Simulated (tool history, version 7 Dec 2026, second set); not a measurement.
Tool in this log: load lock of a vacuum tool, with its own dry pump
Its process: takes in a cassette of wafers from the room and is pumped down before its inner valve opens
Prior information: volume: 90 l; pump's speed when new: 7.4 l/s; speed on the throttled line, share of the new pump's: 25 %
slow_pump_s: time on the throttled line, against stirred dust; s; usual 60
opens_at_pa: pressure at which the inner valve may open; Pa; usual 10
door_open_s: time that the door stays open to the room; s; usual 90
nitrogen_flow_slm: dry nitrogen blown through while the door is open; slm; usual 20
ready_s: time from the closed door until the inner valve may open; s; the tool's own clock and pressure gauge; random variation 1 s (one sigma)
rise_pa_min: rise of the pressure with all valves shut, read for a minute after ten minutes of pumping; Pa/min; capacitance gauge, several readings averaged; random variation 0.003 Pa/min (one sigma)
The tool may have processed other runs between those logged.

run    hour  slow_pump_s  opens_at_pa  door_open_s  nitrogen_flow_slm  incoming humidity of the room's air, %  ready_s  rise_pa_min
  1       0           60           10           90                 20                                    44.1    158.1        0.029
  2   275.4           60           10           90                 20                                    44.5    158.5         0.03
      458.4  -- dry pump taken out, an overhauled one fitted
  3   547.1           60           17           90                 20                                    45.5    151.7        0.026
  4     909           60           17           90                 20                                    44.5    152.6        0.031
  5  1172.2           60           17           90                 20                                    45.9    150.8        0.031
  6  1566.4           40           10           90                 20                                    45.9    147.1        0.028
  7    1891           60           10           90                 20                                    42.9    158.1         0.03
  8  2284.3           60           10           90                  8                                    45.6    159.3        0.037
  9  2510.8           60           10           90                  8                                    45.3    159.1        0.037
 10  2843.8           60           10           90                 20                                    48.4    160.2        0.031
 11  3248.8           60           10           90                 22                                    42.5      160        0.023
 12  3563.7           60           10           90                 20                                    45.4    158.3        0.029
 13  4002.1           60           10           90                 20                                      42    159.8         0.03
 14  4388.4           60           10           90                 20                                    42.3    158.1        0.028
 15  4663.1           60           10           90                 20                                    46.4    159.1        0.033
 16  4879.3           60           10           90                 20                                    45.8    160.2         0.03
 17  5143.8           60           10           90                 20                                      45    157.6        0.032
 18  5405.2           88           10           90                 20                                    45.7    180.6        0.027
 19  5811.7           88           10           90                 20                                    42.4    178.1        0.027
 20  6120.5           88           10           90                 20                                    42.5    181.3        0.026
 21  6339.7           88           10           90                 20                                      46    181.6        0.029
 22    6654           98           10          178                 20                                      46    185.5        0.038
 23  6966.3           98           10          178                 20                                    43.2    189.4        0.032
 24  7182.1           98           10          178                 20                                    45.3    186.6        0.033
 25  7621.6           98           10          178                 20                                    42.5    185.8        0.034
 26  7901.3           98           10          178                 20                                    46.8    188.6        0.034
 27  8180.6           98           12           43                 20                                    44.3    184.3        0.028
 28  8466.6           98           12           43                 20                                    46.4    182.8        0.025

Run 29 is up next; what results do you expect?
 29  8885.2           60           13          199                 20                                    45.5        ?            ?

ready_s: 156 s
rise_pa_min: 0.041 Pa/min
Without the tool's hidden state the same run would have given ready_s 155.9 s, rise_pa_min 0.039 Pa/min.
